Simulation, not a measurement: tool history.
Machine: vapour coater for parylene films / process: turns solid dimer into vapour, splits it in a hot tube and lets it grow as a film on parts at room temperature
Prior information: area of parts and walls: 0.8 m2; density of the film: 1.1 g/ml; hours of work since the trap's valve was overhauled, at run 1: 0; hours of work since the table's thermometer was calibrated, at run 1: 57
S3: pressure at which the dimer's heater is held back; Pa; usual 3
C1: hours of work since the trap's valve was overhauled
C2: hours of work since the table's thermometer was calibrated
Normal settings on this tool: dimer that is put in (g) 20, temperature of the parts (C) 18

Run 1, day 0: usual settings; C1 0; C2 57. Result: thickness of the film (µm) 13.25.
Run 2, day 2.75: usual settings; C1 51; C2 108. Result: thickness of the film (µm) 13.18.
Run 3, day 4.921: usual settings; C1 92; C2 149. Result: thickness of the film (µm) 13.28.
Run 4, day 7.058: usual settings; C1 132; C2 189. Result: thickness of the film (µm) 13.27.
Run 5, day 9.892: usual settings but S3 2.34 Pa; C1 185; C2 242. Result: thickness of the film (µm) 13.89.
Run 6, day 12.433: usual settings but S3 2.34 Pa; C1 232; C2 289. Result: thickness of the film (µm) 13.85.
Run 7, day 13.646: usual settings but temperature of the parts (C) 19; C1 255; C2 312. Result: thickness of the film (µm) 13.07.
Run 8, day 15.112: usual settings but temperature of the parts (C) 19; C1 283; C2 339. Result: thickness of the film (µm) 13.07.
At day 16.521: trap's valve overhauled.
Run 9, day 17.271: usual settings; C1 14; C2 377. Result: thickness of the film (µm) 13.3.
Run 10, day 19.25: usual settings; C1 51; C2 414. Result: thickness of the film (µm) 13.27.
Run 11, day 21.042: usual settings; C1 85; C2 447. Result: thickness of the film (µm) 13.3.
Run 12, day 23.5: usual settings; C1 130; C2 493. Result: thickness of the film (µm) 13.34.
Run 13, day 26.088: usual settings but dimer that is put in (g) 21, temperature of the parts (C) 14, S3 11.73 Pa; C1 179; C2 542. Result: thickness of the film (µm) 11.77.
Run 14, day 28.529: usual settings but dimer that is put in (g) 21, temperature of the parts (C) 14, S3 11.73 Pa; C1 225; C2 587. Result: thickness of the film (µm) 11.78.
Run 15, day 30.479: usual settings but dimer that is put in (g) 21, temperature of the parts (C) 14, S3 11.73 Pa; C1 261; C2 624. Result: thickness of the film (µm) 11.78.
Run 16, day 31.846: usual settings but dimer that is put in (g) 21, temperature of the parts (C) 17, S3 2.3 Pa; C1 287; C2 649. Result: thickness of the film (µm) 14.76.
At day 32.962: trap's valve overhauled.
Run 17, day 33.588: usual settings but dimer that is put in (g) 9, temperature of the parts (C) 17, S3 2.29 Pa; C1 12; C2 679. Result: thickness of the film (µm) 6.36.
Run 18, day 36.471: usual settings but dimer that is put in (g) 9, temperature of the parts (C) 17, S3 2.29 Pa; C1 66; C2 733. Result: thickness of the film (µm) 6.34.
Run 19, day 37.921: usual settings but dimer that is put in (g) 21, temperature of the parts (C) 21, S3 4.91 Pa; C1 93; C2 760. Result: thickness of the film (µm) 12.28.
Run 20, day 40.104: usual settings but dimer that is put in (g) 8, temperature of the parts (C) 17, S3 5.08 Pa; C1 134; C2 801. Result: thickness of the film (µm) 4.93.
Run 21, day 41.738: usual settings but dimer that is put in (g) 8, temperature of the parts (C) 12, S3 9.71 Pa; C1 164; C2 831. Result: thickness of the film (µm) 4.79.
Run 22, day 44.125: usual settings but dimer that is put in (g) 33, temperature of the parts (C) 15, S3 7.06 Pa; C1 209; C2 876. Result: thickness of the film (µm) 19.91.

Predict each of these 5 candidate next runs independently; none follows another, all start after run 22:
Run A, day 45.329: usual settings but S3 9.9 Pa; C1 231; C2 898. Result: thickness of the film (µm) ?.
Run B, day 45.329: usual settings but dimer that is put in (g) 32, S3 4.59 Pa; C1 231; C2 898. Result: thickness of the film (µm) ?.
Run C, day 45.329: usual settings but dimer that is put in (g) 22, temperature of the parts (C) 12, S3 2.24 Pa; C1 231; C2 898. Result: thickness of the film (µm) ?.
Run D, day 45.329: usual settings but dimer that is put in (g) 15; C1 231; C2 898. Result: thickness of the film (µm) ?.
Run E, day 45.329: usual settings but dimer that is put in (g) 33, temperature of the parts (C) 27, S3 3.01 Pa; C1 231; C2 898. Result: thickness of the film (µm) ?.

run  thickness of the film (µm)
  A                       10.88
  B                       19.74
  C                       16.85
  D                        9.97
  E                       18.86
With no hidden state in the tool, these same runs would have given:
run  thickness of the film (µm)
  A                       10.89
  B                       19.74
  C                       16.85
  D                        9.97
  E                       18.87
